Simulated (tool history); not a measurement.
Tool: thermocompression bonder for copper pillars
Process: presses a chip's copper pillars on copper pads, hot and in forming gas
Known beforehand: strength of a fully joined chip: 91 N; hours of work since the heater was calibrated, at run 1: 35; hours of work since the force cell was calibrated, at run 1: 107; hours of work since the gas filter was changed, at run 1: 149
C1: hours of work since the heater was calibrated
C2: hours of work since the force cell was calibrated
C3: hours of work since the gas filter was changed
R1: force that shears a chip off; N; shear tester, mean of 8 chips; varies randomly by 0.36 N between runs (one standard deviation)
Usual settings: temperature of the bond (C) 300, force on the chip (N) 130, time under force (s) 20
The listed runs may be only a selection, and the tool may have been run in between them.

{"run": 1, "hour": 0.0, "temperature of the bond (C)": 300, "force on the chip (N)": 130, "time under force (s)": 20, "C1": 35, "C2": 107, "C3": 149, "R1": 53.6}
{"run": 2, "hour": 24.2, "temperature of the bond (C)": 300, "force on the chip (N)": 130, "time under force (s)": 20, "C1": 45, "C2": 118, "C3": 160, "R1": 54.5}
{"run": 3, "hour": 53.9, "temperature of the bond (C)": 283, "force on the chip (N)": 130, "time under force (s)": 20, "C1": 58, "C2": 131, "C3": 173, "R1": 46.0}
{"run": 4, "hour": 74.6, "temperature of the bond (C)": 300, "force on the chip (N)": 130, "time under force (s)": 20, "C1": 67, "C2": 140, "C3": 182, "R1": 54.0}
{"run": 5, "hour": 90.3, "temperature of the bond (C)": 300, "force on the chip (N)": 130, "time under force (s)": 20, "C1": 74, "C2": 146, "C3": 189, "R1": 54.1}
{"run": 6, "hour": 113.9, "temperature of the bond (C)": 300, "force on the chip (N)": 130, "time under force (s)": 20, "C1": 84, "C2": 157, "C3": 199, "R1": 53.7}
{"run": 7, "hour": 142.0, "temperature of the bond (C)": 300, "force on the chip (N)": 130, "time under force (s)": 20, "C1": 96, "C2": 169, "C3": 211, "R1": 53.8}
{"run": 8, "hour": 163.6, "temperature of the bond (C)": 300, "force on the chip (N)": 130, "time under force (s)": 20, "C1": 106, "C2": 178, "C3": 221, "R1": 54.1}
{"run": 9, "hour": 180.8, "temperature of the bond (C)": 300, "force on the chip (N)": 177, "time under force (s)": 20, "C1": 113, "C2": 186, "C3": 228, "R1": 61.7}
{"run": 10, "hour": 196.1, "temperature of the bond (C)": 300, "force on the chip (N)": 130, "time under force (s)": 13, "C1": 120, "C2": 192, "C3": 235, "R1": 47.0}
{"hour": 219.7, "done": "forming gas filter changed"}
{"run": 11, "hour": 222.1, "temperature of the bond (C)": 300, "force on the chip (N)": 130, "time under force (s)": 13, "C1": 131, "C2": 203, "C3": 1, "R1": 46.7}
{"run": 12, "hour": 254.5, "temperature of the bond (C)": 284, "force on the chip (N)": 90, "time under force (s)": 11, "C1": 145, "C2": 218, "C3": 15, "R1": 29.7}
{"run": 13, "hour": 273.5, "temperature of the bond (C)": 284, "force on the chip (N)": 90, "time under force (s)": 11, "C1": 153, "C2": 226, "C3": 23, "R1": 30.0}
{"run": 14, "hour": 309.8, "temperature of the bond (C)": 303, "force on the chip (N)": 163, "time under force (s)": 20, "C1": 169, "C2": 242, "C3": 39, "R1": 61.0}
{"run": 15, "hour": 342.2, "temperature of the bond (C)": 303, "force on the chip (N)": 112, "time under force (s)": 29, "C1": 183, "C2": 256, "C3": 53, "R1": 58.6}
{"run": 16, "hour": 373.7, "temperature of the bond (C)": 283, "force on the chip (N)": 144, "time under force (s)": 15, "C1": 197, "C2": 269, "C3": 67, "R1": 43.8}
{"run": 17, "hour": 406.5, "temperature of the bond (C)": 283, "force on the chip (N)": 144, "time under force (s)": 15, "C1": 211, "C2": 284, "C3": 81, "R1": 43.9}
{"run": 18, "hour": 442.4, "temperature of the bond (C)": 300, "force on the chip (N)": 158, "time under force (s)": 12, "C1": 227, "C2": 299, "C3": 97, "R1": 50.5}
{"run": 19, "hour": 463.8, "temperature of the bond (C)": 325, "force on the chip (N)": 166, "time under force (s)": 20, "C1": 236, "C2": 308, "C3": 106, "R1": 71.1}
{"run": 20, "hour": 496.4, "temperature of the bond (C)": 325, "force on the chip (N)": 165, "time under force (s)": 20, "C1": 250, "C2": 323, "C3": 120, "R1": 70.8}
{"run": 21, "hour": 521.9, "temperature of the bond (C)": 318, "force on the chip (N)": 180, "time under force (s)": 57, "C1": 261, "C2": 334, "C3": 131, "R1": 82.7}
{"run": 22, "hour": 548.4, "temperature of the bond (C)": 320, "force on the chip (N)": 130, "time under force (s)": 28, "C1": 273, "C2": 345, "C3": 143, "R1": 68.1}

Each row is a separate what-if for the run after 22, all from the same tool condition, not one after another. Results?
{"run": "A", "hour": 571.8, "temperature of the bond (C)": 300, "force on the chip (N)": 102, "time under force (s)": 20, "C1": 283, "C2": 355, "C3": 153, "R1": "?"}
{"run": "B", "hour": 571.8, "temperature of the bond (C)": 320, "force on the chip (N)": 130, "time under force (s)": 11, "C1": 283, "C2": 355, "C3": 153, "R1": "?"}
{"run": "C", "hour": 571.8, "temperature of the bond (C)": 308, "force on the chip (N)": 135, "time under force (s)": 34, "C1": 283, "C2": 355, "C3": 153, "R1": "?"}
{"run": "D", "hour": 571.8, "temperature of the bond (C)": 307, "force on the chip (N)": 136, "time under force (s)": 20, "C1": 283, "C2": 355, "C3": 153, "R1": "?"}

run=A R1=47.8
run=B R1=52.3
run=C R1=66.9
run=D R1=58.0
What these runs would have given with no unlogged condition in the tool:
run=A R1=47.9
run=B R1=52.5
run=C R1=67.1
run=D R1=58.1
